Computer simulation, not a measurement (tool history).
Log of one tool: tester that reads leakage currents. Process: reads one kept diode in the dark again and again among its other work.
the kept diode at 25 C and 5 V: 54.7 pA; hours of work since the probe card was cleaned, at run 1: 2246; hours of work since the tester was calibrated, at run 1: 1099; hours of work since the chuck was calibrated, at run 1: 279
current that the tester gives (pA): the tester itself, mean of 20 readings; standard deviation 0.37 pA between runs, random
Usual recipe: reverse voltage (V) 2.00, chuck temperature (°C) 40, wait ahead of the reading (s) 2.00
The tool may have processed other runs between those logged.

run,hour,reverse voltage (V),chuck temperature (°C),wait ahead of the reading (s),hours of work since the probe card was cleaned,hours of work since the tester was calibrated,hours of work since the chuck was calibrated,current that the tester gives (pA)
1,0.0,2.00,40,2.00,2246,1099,279,117.62
2,51.1,2.00,40,0.86,2286,1139,319,117.49
3,110.7,2.00,40,0.54,2332,1186,365,116.98
4,171.1,2.00,40,5.99,2379,1233,412,115.47
5,214.7,2.00,40,5.99,2413,1267,446,114.63
6,261.6,2.00,40,5.99,2450,1303,483,113.01
7,297.4,3.35,40,5.99,2478,1331,511,135.58
8,331.1,3.35,40,5.99,2504,1358,537,134.88
9,376.6,3.35,40,5.99,2540,1393,573,135.09
10,446.5,3.35,40,5.99,2594,1448,627,133.33
11,518.0,2.00,40,1.49,2650,1503,683,109.14
12,579.7,2.00,40,1.49,2698,1552,731,108.55
13,631.9,2.00,40,1.49,2739,1592,772,107.79
# hour 676.0: chuck's temperature calibrated
14,688.7,2.96,40,2.00,2782,1635,10,142.30
15,726.2,2.00,40,0.92,2811,1664,39,123.84
16,763.6,2.00,40,0.92,2840,1693,68,123.18
17,827.4,2.00,56,2.00,2890,1743,118,345.87
18,892.6,2.00,40,0.36,2941,1794,169,120.77
19,957.4,2.00,40,1.74,2991,1845,220,120.06
# hour 1019.5: probe card cleaned and baked
20,1019.5,2.00,40,2.00,0,1891,266,114.03
21,1091.5,7.91,40,5.89,56,1947,322,179.73

What will run 22 give?
22,1129.5,7.91,40,5.89,86,1977,351,?

current that the tester gives (pA): 179.12
The same run, on a tool lacking any hidden state, would have yielded current that the tester gives (pA) 193.12.
